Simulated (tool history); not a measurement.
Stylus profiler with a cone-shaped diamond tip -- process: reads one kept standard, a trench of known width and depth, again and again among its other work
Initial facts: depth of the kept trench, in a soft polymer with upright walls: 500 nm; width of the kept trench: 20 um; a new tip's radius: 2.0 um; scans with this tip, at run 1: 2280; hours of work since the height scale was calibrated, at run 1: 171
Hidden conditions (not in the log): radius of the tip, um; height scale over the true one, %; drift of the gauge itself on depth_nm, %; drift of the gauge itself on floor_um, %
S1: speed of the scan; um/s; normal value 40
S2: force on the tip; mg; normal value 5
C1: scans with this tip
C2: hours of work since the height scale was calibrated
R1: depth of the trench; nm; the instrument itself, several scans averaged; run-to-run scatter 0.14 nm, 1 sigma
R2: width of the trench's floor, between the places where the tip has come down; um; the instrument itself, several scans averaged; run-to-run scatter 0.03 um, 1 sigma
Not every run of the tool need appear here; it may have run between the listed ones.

{"run": 1, "hour": 0.0, "S1": 40, "S2": 5, "C1": 2280, "C2": 171, "R1": 508.89, "R2": 16.91}
{"run": 2, "hour": 25.9, "S1": 40, "S2": 5, "C1": 2538, "C2": 190, "R1": 508.64, "R2": 16.91}
{"run": 3, "hour": 51.8, "S1": 40, "S2": 14.63, "C1": 2795, "C2": 209, "R1": 518.93, "R2": 16.94}
{"run": 4, "hour": 69.9, "S1": 40, "S2": 14.63, "C1": 2975, "C2": 223, "R1": 518.88, "R2": 17.01}
{"run": 5, "hour": 83.8, "S1": 40, "S2": 4.54, "C1": 3113, "C2": 233, "R1": 508.41, "R2": 16.85}
{"run": 6, "hour": 106.5, "S1": 11, "S2": 5, "C1": 3339, "C2": 250, "R1": 508.69, "R2": 16.96}
{"run": 7, "hour": 119.6, "S1": 11, "S2": 5, "C1": 3469, "C2": 260, "R1": 508.6, "R2": 16.95}
{"run": 8, "hour": 145.0, "S1": 11, "S2": 5, "C1": 3722, "C2": 279, "R1": 508.79, "R2": 16.95}
{"run": 9, "hour": 162.1, "S1": 29, "S2": 5, "C1": 3891, "C2": 291, "R1": 508.68, "R2": 16.81}
{"run": 10, "hour": 178.7, "S1": 29, "S2": 5, "C1": 4057, "C2": 304, "R1": 508.66, "R2": 16.82}
{"run": 11, "hour": 197.2, "S1": 29, "S2": 5, "C1": 4241, "C2": 317, "R1": 508.43, "R2": 16.82}
{"run": 12, "hour": 213.8, "S1": 29, "S2": 5, "C1": 4405, "C2": 330, "R1": 508.37, "R2": 16.78}
{"run": 13, "hour": 231.6, "S1": 36, "S2": 5, "C1": 4583, "C2": 343, "R1": 508.67, "R2": 16.73}
{"run": 14, "hour": 254.5, "S1": 40, "S2": 5, "C1": 4810, "C2": 360, "R1": 508.72, "R2": 16.72}
{"run": 15, "hour": 275.8, "S1": 40, "S2": 5, "C1": 5023, "C2": 376, "R1": 508.43, "R2": 16.69}
{"run": 16, "hour": 287.8, "S1": 40, "S2": 5, "C1": 5142, "C2": 385, "R1": 508.48, "R2": 16.69}
{"run": 17, "hour": 303.3, "S1": 40, "S2": 5, "C1": 5296, "C2": 396, "R1": 508.48, "R2": 16.67}
{"run": 18, "hour": 323.9, "S1": 33, "S2": 5, "C1": 5500, "C2": 412, "R1": 508.36, "R2": 16.65}
{"run": 19, "hour": 335.8, "S1": 33, "S2": 5, "C1": 5619, "C2": 420, "R1": 508.43, "R2": 16.63}
{"run": 20, "hour": 357.1, "S1": 33, "S2": 5, "C1": 5831, "C2": 436, "R1": 508.1, "R2": 16.63}
{"run": 21, "hour": 380.3, "S1": 33, "S2": 5, "C1": 6061, "C2": 454, "R1": 508.26, "R2": 16.65}
{"run": 22, "hour": 405.4, "S1": 12, "S2": 5, "C1": 6311, "C2": 472, "R1": 508.09, "R2": 16.75}
{"run": 23, "hour": 420.6, "S1": 12, "S2": 5, "C1": 6462, "C2": 483, "R1": 508.16, "R2": 16.67}
{"run": 24, "hour": 440.5, "S1": 92, "S2": 1.84, "C1": 6660, "C2": 498, "R1": 503.66, "R2": 16.06}
{"run": 25, "hour": 457.8, "S1": 93, "S2": 10.27, "C1": 6832, "C2": 511, "R1": 514.05, "R2": 16.41}
{"run": 26, "hour": 469.8, "S1": 93, "S2": 10.27, "C1": 6951, "C2": 520, "R1": 514.01, "R2": 16.37}
{"run": 27, "hour": 494.5, "S1": 21, "S2": 11.11, "C1": 7197, "C2": 538, "R1": 514.86, "R2": 16.61}
{"run": 28, "hour": 505.8, "S1": 21, "S2": 11.11, "C1": 7309, "C2": 547, "R1": 514.79, "R2": 16.56}
{"run": 29, "hour": 526.7, "S1": 101, "S2": 10.23, "C1": 7517, "C2": 562, "R1": 513.92, "R2": 16.29}
{"run": 30, "hour": 552.0, "S1": 40, "S2": 8.03, "C1": 7769, "C2": 581, "R1": 511.28, "R2": 16.48}
{"run": 31, "hour": 566.6, "S1": 20, "S2": 2.83, "C1": 7914, "C2": 592, "R1": 504.76, "R2": 16.52}
{"run": 32, "hour": 582.1, "S1": 12, "S2": 8.5, "C1": 8067, "C2": 604, "R1": 512.13, "R2": 16.57}
{"run": 33, "hour": 605.6, "S1": 40, "S2": 8.54, "C1": 8302, "C2": 621, "R1": 511.97, "R2": 16.51}
{"run": 34, "hour": 621.6, "S1": 77, "S2": 13.8, "C1": 8461, "C2": 633, "R1": 517.21, "R2": 16.36}
{"run": 35, "hour": 633.8, "S1": 13, "S2": 4.63, "C1": 8582, "C2": 642, "R1": 507.31, "R2": 16.54}
{"run": 36, "hour": 658.4, "S1": 124, "S2": 3.63, "C1": 8826, "C2": 660, "R1": 506.05, "R2": 15.84}
{"run": 37, "hour": 682.6, "S1": 124, "S2": 3.63, "C1": 9067, "C2": 678, "R1": 505.95, "R2": 15.86}
{"run": 38, "hour": 696.7, "S1": 124, "S2": 3.63, "C1": 9207, "C2": 689, "R1": 505.71, "R2": 15.84}
{"run": 39, "hour": 713.5, "S1": 124, "S2": 3.63, "C1": 9374, "C2": 701, "R1": 505.78, "R2": 15.86}
{"run": 40, "hour": 734.9, "S1": 147, "S2": 2.56, "C1": 9587, "C2": 717, "R1": 503.78, "R2": 15.51}
{"run": 41, "hour": 753.3, "S1": 147, "S2": 2.56, "C1": 9769, "C2": 731, "R1": 504.32, "R2": 15.56}
{"run": 42, "hour": 767.9, "S1": 147, "S2": 6.35, "C1": 9915, "C2": 742, "R1": 509.36, "R2": 15.87}
{"run": 43, "hour": 782.4, "S1": 15, "S2": 10.34, "C1": 10059, "C2": 753, "R1": 513.46, "R2": 16.39}
{"run": 44, "hour": 801.7, "S1": 15, "S2": 10.34, "C1": 10250, "C2": 767, "R1": 513.33, "R2": 16.4}
{"run": 45, "hour": 826.4, "S1": 112, "S2": 10.34, "C1": 10497, "C2": 785, "R1": 513.6, "R2": 16.04}
{"run": 46, "hour": 848.1, "S1": 17, "S2": 14.47, "C1": 10713, "C2": 802, "R1": 517.04, "R2": 16.34}

Selected run-to-run steps in R1, each split into two signed amounts: the part the tool would show with no hidden state at all (from settings, incoming material and random variation), and the remainder, which goes to the hidden state together with any gauge scatter not common to the measured and the hidden-state-free results:
Run 1 -> 2: settings left as they were, no log entry in between. R1 -0.25 nm: hidden state -0.05, all else -0.2.
Run 2 -> 3: S2 5 -> 14.63. R1 +10.29 nm: hidden state -0.06, all else +10.35.
Run 4 -> 5: S2 14.63 -> 4.54. R1 -10.47 nm: hidden state +0, all else -10.47.
Run 7 -> 8: settings left as they were, no log entry in between. R1 +0.19 nm: hidden state -0.05, all else +0.24.
Run 24 -> 25: S1 92 -> 93, S2 1.84 -> 10.27. R1 +10.39 nm: hidden state -0.05, all else +10.44.
